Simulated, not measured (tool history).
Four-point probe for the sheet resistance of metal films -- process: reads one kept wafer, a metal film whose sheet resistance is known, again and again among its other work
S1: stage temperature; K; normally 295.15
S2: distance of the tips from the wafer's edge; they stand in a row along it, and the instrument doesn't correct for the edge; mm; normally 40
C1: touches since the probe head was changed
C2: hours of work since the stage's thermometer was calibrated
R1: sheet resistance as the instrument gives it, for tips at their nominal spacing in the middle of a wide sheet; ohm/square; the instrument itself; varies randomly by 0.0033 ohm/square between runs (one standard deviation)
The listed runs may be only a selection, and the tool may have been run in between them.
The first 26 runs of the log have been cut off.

run	day	S1	S2	C1	C2	R1
27	84.896	294.15	43	57917	223	16.718087
28	88.554	300.15	40	59722	264	16.652863
29	91.521	293.15	4	61187	297	16.863679
30	96.029	297.15	13	63413	348	16.693742
31	100.508	303.15	40	65625	398	16.617344
32	104.317	303.15	40	67504	441	16.611488
33	107.221	306.15	40	68939	473	16.589053
34	109.746	302.15	5	70186	501	16.713033
35	111.767	294.15	19	71184	524	16.709287
36	115.617	291.15	55	73084	567	16.735564
37	118.471	306.15	26	74493	599	16.587064
38	121.658	295.15	49	76067	635	16.692349
39	126.183	300.15	9	78301	686	16.665543
40	130.475	294.15	9	80421	734	16.724299
41	133.342	297.15	40	81836	766	16.665265
42	135.358	297.15	40	82832	788	16.663943
43	139.121	292.15	40	84690	830	16.717010
44	143.158	292.15	40	86682	876	16.713324

Branching from run 44: 3 alternative next runs. What would each branch give?
A	146.275	306.15	40	88223	911	?
B	146.275	294.15	56	88223	911	?
C	146.275	292.15	7	88223	911	?

run	R1
A	16.572534
B	16.685610
C	16.756896
Take away the tool's hidden state, keep each run's random variation, and the runs would have read:
run	R1
A	16.615221
B	16.729116
C	16.800674

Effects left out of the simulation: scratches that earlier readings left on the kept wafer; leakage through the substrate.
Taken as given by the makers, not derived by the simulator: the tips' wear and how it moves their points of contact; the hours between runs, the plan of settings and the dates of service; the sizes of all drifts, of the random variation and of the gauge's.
